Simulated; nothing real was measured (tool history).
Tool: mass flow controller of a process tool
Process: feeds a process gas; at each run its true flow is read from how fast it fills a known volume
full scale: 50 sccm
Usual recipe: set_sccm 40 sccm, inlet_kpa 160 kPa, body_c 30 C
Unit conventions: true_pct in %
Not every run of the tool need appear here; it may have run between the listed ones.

Run 1, day 0: usual settings. Result: true_pct 99.3 %.
Run 2, day 1.871: usual settings but inlet_kpa 199 kPa. Result: true_pct 99.18 %.
Run 3, day 4.208: usual settings but inlet_kpa 199 kPa. Result: true_pct 99.17 %.
Run 4, day 8.067: usual settings. Result: true_pct 99.29 %.
Run 5, day 11.362: usual settings but body_c 23 C. Result: true_pct 99.84 %.
Run 6, day 15.554: usual settings but body_c 23 C. Result: true_pct 99.86 %.
Run 7, day 17.942: usual settings but inlet_kpa 240 kPa. Result: true_pct 99.21 %.
Run 8, day 21.371: usual settings but inlet_kpa 240 kPa. Result: true_pct 99.19 %.
Run 9, day 23.933: usual settings but inlet_kpa 240 kPa. Result: true_pct 99.21 %.
Run 10, day 27.796: usual settings but inlet_kpa 240 kPa. Result: true_pct 99.34 %.
Run 11, day 29.896: usual settings but inlet_kpa 240 kPa. Result: true_pct 99.3 %.
Run 12, day 33.642: usual settings but body_c 38 C. Result: true_pct 98.96 %.
Run 13, day 37.188: usual settings but set_sccm 25 sccm. Result: true_pct 98.84 %.
Run 14, day 40.642: usual settings. Result: true_pct 99.73 %.
Run 15, day 43.946: usual settings. Result: true_pct 99.82 %.
Run 16, day 47.988: usual settings. Result: true_pct 99.72 %.
Run 17, day 51.25: usual settings. Result: true_pct 99.69 %.
Run 18, day 55.683: usual settings. Result: true_pct 99.78 %.
Run 19, day 59.45: usual settings but inlet_kpa 161 kPa. Result: true_pct 99.98 %.
Run 20, day 63.538: usual settings but inlet_kpa 161 kPa. Result: true_pct 99.84 %.
Run 21, day 65.417: usual settings but body_c 27 C. Result: true_pct 100.12 %.
Run 22, day 69.529: usual settings. Result: true_pct 100.03 %.
Run 23, day 72.838: usual settings. Result: true_pct 100.06 %.
Run 24, day 77.329: usual settings. Result: true_pct 99.89 %.
Run 25, day 81.588: usual settings but set_sccm 8 sccm. Result: true_pct 98.6 %.
Run 26, day 83.554: usual settings but set_sccm 8 sccm. Result: true_pct 98.47 %.
Run 27, day 85.617: usual settings but set_sccm 14 sccm, body_c 22 C. Result: true_pct 99.26 %.
Run 28, day 89.975: usual settings but set_sccm 10 sccm, inlet_kpa 141 kPa, body_c 29 C. Result: true_pct 98.75 %.
Run 29, day 93.108: usual settings but set_sccm 10 sccm, inlet_kpa 141 kPa, body_c 29 C. Result: true_pct 98.96 %.
Run 30, day 95.725: usual settings but set_sccm 8 sccm, inlet_kpa 190 kPa, body_c 22 C. Result: true_pct 99.1 %.
Run 31, day 99.292: usual settings but set_sccm 8 sccm, inlet_kpa 157 kPa, body_c 23 C. Result: true_pct 99.03 %.
Run 32, day 101.683: usual settings but set_sccm 8 sccm, inlet_kpa 157 kPa, body_c 23 C. Result: true_pct 99.15 %.
Run 33, day 104.55: usual settings but set_sccm 8 sccm, inlet_kpa 183 kPa, body_c 22 C. Result: true_pct 99.26 %.
Run 34, day 107.408: usual settings but set_sccm 8 sccm, inlet_kpa 183 kPa, body_c 22 C. Result: true_pct 99.24 %.
Run 35, day 111.612: usual settings but set_sccm 8 sccm, inlet_kpa 183 kPa, body_c 22 C. Result: true_pct 99.19 %.
Run 36, day 115.017: usual settings but set_sccm 8 sccm, inlet_kpa 183 kPa, body_c 22 C. Result: true_pct 99.32 %.
Run 37, day 119.312: usual settings but set_sccm 8 sccm. Result: true_pct 98.85 %.
Run 38, day 121.608: usual settings but set_sccm 8 sccm, inlet_kpa 167 kPa, body_c 31 C. Result: true_pct 98.76 %.
At day 122.679: gauge calibrated.
Run 39, day 125.742: usual settings but set_sccm 24 sccm, inlet_kpa 268 kPa, body_c 34 C. Result: true_pct 97.8 %.
Run 40, day 127.579: usual settings but inlet_kpa 223 kPa. Result: true_pct 99.14 %.
Run 41, day 130.196: usual settings but set_sccm 13 sccm, inlet_kpa 149 kPa, body_c 39 C. Result: true_pct 97.53 %.
Run 42, day 134.062: usual settings but set_sccm 22 sccm, inlet_kpa 263 kPa, body_c 28 C. Result: true_pct 98.17 %.
Run 43, day 136.379: usual settings but set_sccm 22 sccm, inlet_kpa 263 kPa, body_c 28 C. Result: true_pct 98.3 %.
Run 44, day 138.738: usual settings but inlet_kpa 154 kPa, body_c 23 C. Result: true_pct 99.91 %.
Run 45, day 141.138: usual settings but set_sccm 25 sccm, inlet_kpa 195 kPa, body_c 23 C. Result: true_pct 99.06 %.
Run 46, day 143.421: usual settings but set_sccm 25 sccm, inlet_kpa 195 kPa, body_c 23 C. Result: true_pct 99.13 %.
Run 47, day 145.258: usual settings but set_sccm 37 sccm, body_c 37 C. Result: true_pct 98.91 %.
Run 48, day 147.183: usual settings but set_sccm 37 sccm, body_c 37 C. Result: true_pct 98.81 %.
Run 49, day 151.388: usual settings but set_sccm 37 sccm, body_c 37 C. Result: true_pct 98.91 %.

Some steps in true_pct, run to run, broken into two amounts with sign: the step expected even without the hidden condition (settings, incoming material, random variation), and the rest, left for the hidden condition together with whatever gauge scatter is not in both the measured and the hidden-condition-free result:
The hidden state here: flow at rest that the sensor doesn't see, % of full scale; true flow over the shown one, %; drift of the gauge itself on true_pct, %.
Run 23 -> 24: no setting changed, nothing entered. true_pct -0.17 %: hidden state +0.05, all else -0.22.
Run 38 -> 39: set_sccm 8 -> 24, inlet_kpa 167 -> 268, body_c 31 -> 34, gauge calibrated. true_pct -0.96 %: hidden state -1.12, all else +0.16.
Run 39 -> 40: set_sccm 24 -> 40, inlet_kpa 268 -> 223, body_c 34 -> 30. true_pct +1.34 %: hidden state +0.01, all else +1.33.
Run 40 -> 41: set_sccm 40 -> 13, inlet_kpa 223 -> 149, body_c 30 -> 39. true_pct -1.61 %: hidden state +0.04, all else -1.65.
Run 43 -> 44: set_sccm 22 -> 40, inlet_kpa 263 -> 154, body_c 28 -> 23. true_pct +1.61 %: hidden state +0.02, all else +1.59.
Run 48 -> 49: no setting changed, nothing entered. true_pct +0.1 %: hidden state +0.05, all else +0.05.

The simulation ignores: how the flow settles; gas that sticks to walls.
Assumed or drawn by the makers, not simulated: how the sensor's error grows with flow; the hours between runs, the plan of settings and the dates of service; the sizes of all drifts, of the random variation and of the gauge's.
